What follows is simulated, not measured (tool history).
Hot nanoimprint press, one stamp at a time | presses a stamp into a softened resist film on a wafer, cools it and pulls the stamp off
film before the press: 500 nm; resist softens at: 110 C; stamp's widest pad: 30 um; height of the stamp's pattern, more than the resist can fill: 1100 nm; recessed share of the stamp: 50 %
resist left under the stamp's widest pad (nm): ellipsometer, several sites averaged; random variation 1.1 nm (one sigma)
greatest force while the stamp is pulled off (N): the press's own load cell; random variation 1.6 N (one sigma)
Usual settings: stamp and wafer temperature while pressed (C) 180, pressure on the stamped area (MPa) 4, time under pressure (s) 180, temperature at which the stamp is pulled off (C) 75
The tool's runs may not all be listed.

run     day  stamp and wafer temperature while pressed (C)  pressure on the stamped area (MPa)  time under pressure (s)  temperature at which the stamp is pulled off (C)  resist left under the stamp's widest pad (nm)  greatest force while the stamp is pulled off (N)
  1       0                                            180                                   4                      180                                                75                                          205.8                                               138
  2   1.496                                            180                                   4                      180                                                75                                          203.3                                               138
      4.408  -- press's hydraulic seals changed and the load cell set to zero
  3   4.629                                            180                                   4                      143                                                75                                          212.7                                               138
      5.833  -- stamp cleaned and given a new release coat
      7.712  -- plate thermocouple calibrated
  4   8.329                                            180                                   4                      143                                                75                                          198.3                                               113
  5  10.704                                            180                                   4                      113                                                75                                          213.8                                               115
  6  13.317                                            180                                 3.3                      113                                                75                                          231.6                                               115
  7  16.404                                            180                                4.78                      221                                                65                                          146.5                                               137
  8  19.692                                            180                                5.57                      180                                                79                                          146.4                                               114
  9  21.988                                            180                                5.57                      180                                                79                                          145.5                                               116
     23.667  -- plate thermocouple calibrated, once more
 10    25.2                                            180                                5.57                      180                                                79                                          190.6                                               132

Forecast each of these 3 alternatives for the next run:
  A  26.85                                            190                                5.57                      180                                                79                                              ?                                                 ?
  B  26.85                                            185                                   4                      180                                                67                                              ?                                                 ?
  C  26.85                                            180                                   4                      180                                                66                                              ?                                                 ?

run  resist left under the stamp's widest pad (nm)  greatest force while the stamp is pulled off (N)
  A                                          109.6                                               132
  B                                          168.4                                               156
  C                                          221.6                                               158
Without the tool's hidden state the same runs would have given:
run  resist left under the stamp's widest pad (nm)  greatest force while the stamp is pulled off (N)
  A                                          108.6                                               109
  B                                          167.9                                               129
  C                                          221.2                                               130
